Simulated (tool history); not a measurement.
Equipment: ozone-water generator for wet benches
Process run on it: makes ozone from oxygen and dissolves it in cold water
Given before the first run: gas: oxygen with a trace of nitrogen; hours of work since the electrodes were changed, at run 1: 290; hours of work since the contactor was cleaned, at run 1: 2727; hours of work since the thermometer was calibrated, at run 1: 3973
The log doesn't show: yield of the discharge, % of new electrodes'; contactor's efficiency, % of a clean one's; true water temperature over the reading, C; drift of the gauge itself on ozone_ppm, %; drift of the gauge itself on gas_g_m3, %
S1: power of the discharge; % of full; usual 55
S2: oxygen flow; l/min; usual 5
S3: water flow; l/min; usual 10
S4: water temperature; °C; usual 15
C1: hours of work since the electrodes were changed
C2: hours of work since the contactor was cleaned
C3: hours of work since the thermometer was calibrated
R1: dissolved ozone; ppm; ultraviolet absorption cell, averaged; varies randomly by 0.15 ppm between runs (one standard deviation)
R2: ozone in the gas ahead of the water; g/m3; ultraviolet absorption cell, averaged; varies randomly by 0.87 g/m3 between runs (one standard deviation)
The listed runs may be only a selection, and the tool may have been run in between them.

{"run": 1, "hour": 0.0, "S1": 55, "S2": 5, "S3": 10, "S4": 15, "C1": 290, "C2": 2727, "C3": 3973, "R1": 18.9, "R2": 139.8}
{"run": 2, "hour": 54.2, "S1": 55, "S2": 5, "S3": 10, "S4": 15, "C1": 341, "C2": 2778, "C3": 4024, "R1": 19, "R2": 142.4}
{"run": 3, "hour": 94.2, "S1": 55, "S2": 5, "S3": 10, "S4": 15, "C1": 379, "C2": 2816, "C3": 4062, "R1": 19.1, "R2": 140.6}
{"run": 4, "hour": 141.7, "S1": 55, "S2": 5, "S3": 10, "S4": 15, "C1": 424, "C2": 2861, "C3": 4107, "R1": 19.1, "R2": 140.7}
{"run": 5, "hour": 172.1, "S1": 55, "S2": 5, "S3": 10, "S4": 15, "C1": 453, "C2": 2890, "C3": 4136, "R1": 18.8, "R2": 141}
{"run": 6, "hour": 200.5, "S1": 55, "S2": 5, "S3": 10, "S4": 15, "C1": 479, "C2": 2916, "C3": 4163, "R1": 18.8, "R2": 143.1}
{"run": 7, "hour": 240.8, "S1": 55, "S2": 5, "S3": 11, "S4": 15, "C1": 518, "C2": 2955, "C3": 4201, "R1": 17.6, "R2": 140.7}
{"run": 8, "hour": 291.5, "S1": 55, "S2": 5, "S3": 10, "S4": 16, "C1": 565, "C2": 3002, "C3": 4249, "R1": 18.4, "R2": 140.1}
{"run": 9, "hour": 338.4, "S1": 55, "S2": 5, "S3": 10, "S4": 16, "C1": 610, "C2": 3047, "C3": 4293, "R1": 18.7, "R2": 140.3}
{"run": 10, "hour": 372.8, "S1": 55, "S2": 5, "S3": 10, "S4": 16, "C1": 642, "C2": 3079, "C3": 4326, "R1": 18.5, "R2": 139.4}
{"run": 11, "hour": 432.4, "S1": 55, "S2": 5, "S3": 10, "S4": 16, "C1": 699, "C2": 3135, "C3": 4382, "R1": 18.5, "R2": 140.1}
{"run": 12, "hour": 478.2, "S1": 55, "S2": 5, "S3": 10, "S4": 16, "C1": 742, "C2": 3179, "C3": 4425, "R1": 18.3, "R2": 140.2}
{"hour": 490.3, "done": "contactor cleaned"}
{"run": 13, "hour": 516.3, "S1": 55, "S2": 5, "S3": 10, "S4": 16, "C1": 774, "C2": 25, "C3": 4457, "R1": 19, "R2": 139.2}
{"run": 14, "hour": 556.4, "S1": 55, "S2": 5, "S3": 10, "S4": 13, "C1": 812, "C2": 63, "C3": 4495, "R1": 20.1, "R2": 141.5}
{"run": 15, "hour": 582.8, "S1": 55, "S2": 6.86, "S3": 10, "S4": 13, "C1": 837, "C2": 87, "C3": 4520, "R1": 19.4, "R2": 117.4}
{"run": 16, "hour": 615.7, "S1": 55, "S2": 6.86, "S3": 10, "S4": 13, "C1": 868, "C2": 119, "C3": 4551, "R1": 19.4, "R2": 117.7}
{"run": 17, "hour": 647.6, "S1": 55, "S2": 5.45, "S3": 10, "S4": 14, "C1": 898, "C2": 149, "C3": 4582, "R1": 19.5, "R2": 134.6}
{"run": 18, "hour": 684.4, "S1": 55, "S2": 5.45, "S3": 10, "S4": 14, "C1": 933, "C2": 183, "C3": 4616, "R1": 19.7, "R2": 132.7}
{"run": 19, "hour": 710.7, "S1": 55, "S2": 5.45, "S3": 10, "S4": 14, "C1": 958, "C2": 208, "C3": 4641, "R1": 19.1, "R2": 133.8}
{"run": 20, "hour": 741.6, "S1": 44, "S2": 6.72, "S3": 11, "S4": 7, "C1": 987, "C2": 238, "C3": 4670, "R1": 17, "R2": 101.8}
{"run": 21, "hour": 796.4, "S1": 48, "S2": 5, "S3": 10, "S4": 15, "C1": 1039, "C2": 289, "C3": 4722, "R1": 17.5, "R2": 125.9}
{"run": 22, "hour": 851.1, "S1": 88, "S2": 5.23, "S3": 10, "S4": 15, "C1": 1091, "C2": 341, "C3": 4774, "R1": 26.1, "R2": 186.1}
{"run": 23, "hour": 883.8, "S1": 55, "S2": 8.73, "S3": 10, "S4": 22, "C1": 1121, "C2": 372, "C3": 4805, "R1": 14.7, "R2": 103.6}
{"run": 24, "hour": 919.9, "S1": 55, "S2": 4.3, "S3": 10, "S4": 10, "C1": 1156, "C2": 406, "C3": 4839, "R1": 21.2, "R2": 149.9}
{"run": 25, "hour": 959.1, "S1": 62, "S2": 3.01, "S3": 6, "S4": 19, "C1": 1193, "C2": 443, "C3": 4876, "R1": 30.1, "R2": 196.8}
{"run": 26, "hour": 990.8, "S1": 44, "S2": 5, "S3": 10, "S4": 15, "C1": 1223, "C2": 473, "C3": 4906, "R1": 16.3, "R2": 119.7}
{"run": 27, "hour": 1037.3, "S1": 55, "S2": 5, "S3": 7, "S4": 15, "C1": 1266, "C2": 517, "C3": 4950, "R1": 25, "R2": 138.1}
{"run": 28, "hour": 1082.6, "S1": 55, "S2": 5, "S3": 7, "S4": 15, "C1": 1309, "C2": 560, "C3": 4993, "R1": 24.9, "R2": 138.5}
{"run": 29, "hour": 1119.2, "S1": 55, "S2": 5, "S3": 7, "S4": 15, "C1": 1344, "C2": 594, "C3": 5027, "R1": 24.6, "R2": 138.1}
{"run": 30, "hour": 1178.9, "S1": 51, "S2": 5, "S3": 7, "S4": 15, "C1": 1400, "C2": 651, "C3": 5084, "R1": 23.6, "R2": 132.4}
{"hour": 1206.4, "done": "water thermometer calibrated"}
{"run": 31, "hour": 1211.3, "S1": 51, "S2": 5, "S3": 14, "S4": 19, "C1": 1430, "C2": 681, "C3": 5, "R1": 12.5, "R2": 132.6}
{"run": 32, "hour": 1247.7, "S1": 55, "S2": 3.87, "S3": 10, "S4": 15, "C1": 1465, "C2": 715, "C3": 39, "R1": 19.5, "R2": 158.7}

4 options for the next run, each taken on its own from the tool as it stands now. Forecast them:
{"run": "A", "hour": 1273.0, "S1": 99, "S2": 5, "S3": 13, "S4": 8, "C1": 1489, "C2": 739, "C3": 63, "R1": "?", "R2": "?"}
{"run": "B", "hour": 1273.0, "S1": 55, "S2": 6.03, "S3": 7, "S4": 15, "C1": 1489, "C2": 739, "C3": 63, "R1": "?", "R2": "?"}
{"run": "C", "hour": 1273.0, "S1": 68, "S2": 4.01, "S3": 10, "S4": 9, "C1": 1489, "C2": 739, "C3": 63, "R1": "?", "R2": "?"}
{"run": "D", "hour": 1273.0, "S1": 84, "S2": 5, "S3": 10, "S4": 15, "C1": 1489, "C2": 739, "C3": 63, "R1": "?", "R2": "?"}

run=A R1=25.1 R2=205
run=B R1=23.7 R2=125.5
run=C R1=24.8 R2=180
run=D R1=25.5 R2=183.7
The same runs, with their run-to-run variation unchanged, on a tool lacking any hidden condition would have given:
run=A R1=26.2 R2=212
run=B R1=24.5 R2=128.4
run=C R1=25.7 R2=184.9
run=D R1=26.5 R2=189.4
